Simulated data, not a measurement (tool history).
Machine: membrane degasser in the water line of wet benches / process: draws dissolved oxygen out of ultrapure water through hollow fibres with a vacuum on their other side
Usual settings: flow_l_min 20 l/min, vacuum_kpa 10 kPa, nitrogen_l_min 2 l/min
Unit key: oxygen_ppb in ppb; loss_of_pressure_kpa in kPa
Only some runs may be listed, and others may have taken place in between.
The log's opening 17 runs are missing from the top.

run,hour,flow_l_min,vacuum_kpa,nitrogen_l_min,hours since the membrane was changed,hours since the vacuum gauge was calibrated,hours since the vacuum lines were made tight,oxygen_ppb,loss_of_pressure_kpa
18,967.2,13,7.7,2,1518,4779,1226,118,19.91
19,1013.6,18,18.7,0.8,1565,4825,1272,848.5,27.54
20,1063.6,18,18.7,0.8,1615,4875,1322,842.3,27.58
21,1121.9,14,14.2,1.23,1673,4934,1381,349.4,21.35
22,1197.7,14,14.2,1.23,1749,5009,1457,349.6,21.4
# hour 1231.6: vacuum gauge calibrated
23,1274,20,17.3,2,1825,42,1532,533.9,30.72
24,1345.4,20,17.3,2.41,1896,114,1604,489,30.52
25,1424.5,22,7.6,0.87,1975,193,1683,527.9,33.72
26,1498.9,20,7.7,2.62,2049,267,1757,316.7,30.77
27,1540.1,18,7.7,5.88,2091,309,1799,206.8,27.78
28,1586.5,18,24.4,3.24,2137,355,1845,439.7,27.39
29,1623.6,18,24.4,3.24,2174,392,1882,433.2,27.52
30,1692.1,18,10.1,4.56,2243,461,1951,236.4,27.51
31,1727.5,28,10.2,1.74,2278,496,1986,804.5,43.05
32,1801.6,20,6.1,1.48,2352,570,2060,324.7,30.6

Branching from run 32: 4 alternative next runs. What would each branch give?
A,1878.7,16,10,2,2429,647,2137,?,?
B,1878.7,18,16.4,0.91,2429,647,2137,?,?
C,1878.7,20,20,0.88,2429,647,2137,?,?
D,1878.7,20,6.1,4.88,2429,647,2137,?,?

run,oxygen_ppb,loss_of_pressure_kpa
A,236.7,24.55
B,700.1,27.86
C,969.6,30.73
D,268.4,30.64
Without the tool's unlogged condition, the same runs would have read:
run,oxygen_ppb,loss_of_pressure_kpa
A,236.4,24.53
B,699.7,27.84
C,969.1,30.71
D,267.9,30.62
